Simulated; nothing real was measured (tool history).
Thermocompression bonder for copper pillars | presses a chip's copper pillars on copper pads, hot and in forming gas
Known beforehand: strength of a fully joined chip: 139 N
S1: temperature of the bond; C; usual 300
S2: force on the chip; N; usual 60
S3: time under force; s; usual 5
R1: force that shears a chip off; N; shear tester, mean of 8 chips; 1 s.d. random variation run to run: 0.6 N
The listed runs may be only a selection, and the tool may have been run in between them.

run 1 hour=0.0 | S1=300 S2=60 S3=5 | R1=78.9
run 2 hour=12.1 | S1=300 S2=60 S3=5 | R1=78.0
run 3 hour=19.1 | S1=300 S2=60 S3=5 | R1=77.1
run 4 hour=30.6 | S1=300 S2=60 S3=5 | R1=77.7
run 5 hour=44.7 | S1=300 S2=60 S3=5 | R1=76.5
run 6 hour=57.0 | S1=300 S2=60 S3=5 | R1=76.2
run 7 hour=69.6 | S1=300 S2=60 S3=5 | R1=76.4
run 8 hour=79.4 | S1=300 S2=60 S3=5 | R1=76.5
run 9 hour=89.4 | S1=300 S2=60 S3=5 | R1=76.4
run 10 hour=96.6 | S1=300 S2=60 S3=5 | R1=75.7
run 11 hour=105.4 | S1=292 S2=60 S3=5 | R1=69.6
run 12 hour=111.9 | S1=292 S2=60 S3=5 | R1=70.8
run 13 hour=122.8 | S1=292 S2=60 S3=5 | R1=69.9
run 14 hour=136.8 | S1=300 S2=51 S3=5 | R1=69.0
run 15 hour=146.2 | S1=300 S2=60 S3=5 | R1=76.6
run 16 hour=153.1 | S1=300 S2=60 S3=5 | R1=74.0
run 17 hour=160.7 | S1=300 S2=60 S3=5 | R1=74.9
run 18 hour=174.9 | S1=276 S2=64 S3=5 | R1=60.4
run 19 hour=187.8 | S1=282 S2=69 S3=10 | R1=94.0
run 20 hour=198.9 | S1=300 S2=84 S3=5 | R1=98.0
run 21 hour=207.5 | S1=285 S2=60 S3=7 | R1=81.5
run 22 hour=220.9 | S1=310 S2=60 S3=9 | R1=104.1
run 23 hour=233.6 | S1=310 S2=60 S3=9 | R1=105.6
run 24 hour=246.6 | S1=297 S2=66 S3=5 | R1=84.6
run 25 hour=259.4 | S1=315 S2=66 S3=5 | R1=96.6
run 26 hour=270.6 | S1=294 S2=52 S3=5 | R1=70.4
run 27 hour=276.9 | S1=300 S2=69 S3=13 | R1=108.8
run 28 hour=291.2 | S1=278 S2=69 S3=13 | R1=93.6
run 29 hour=303.4 | S1=280 S2=60 S3=9 | R1=80.8
run 30 hour=316.3 | S1=280 S2=60 S3=9 | R1=80.0

The log once held 3 entries between its listed runs, left out of this copy. Where does each go, and what is different about the tool's unlogged condition between the listed run before it and the listed run after it?
In the gap between runs 18 and 19: force cell calibrated (hour 177.6); forming gas filter changed (hour 178.1)
  force that reaches the chip, % of what is set: 102.6 -> 103.6; oxide that the forming gas leaves, % of the face: 11 -> 0.81
  what was measured, less what the result would be without the hidden state, R1: -4.3 -> +3.2 N
In the gap between runs 24 and 25: force cell calibrated, once more (hour 255.2)
  true temperature of the bond over the reading, C: 2.5 -> 2.6; force that reaches the chip, % of what is set: 103.9 -> 100.5; oxide that the forming gas leaves, % of the face: 2.06 -> 2.26
  what was measured, less what the result would be without the hidden state, R1: +2.2 -> +0.3 N
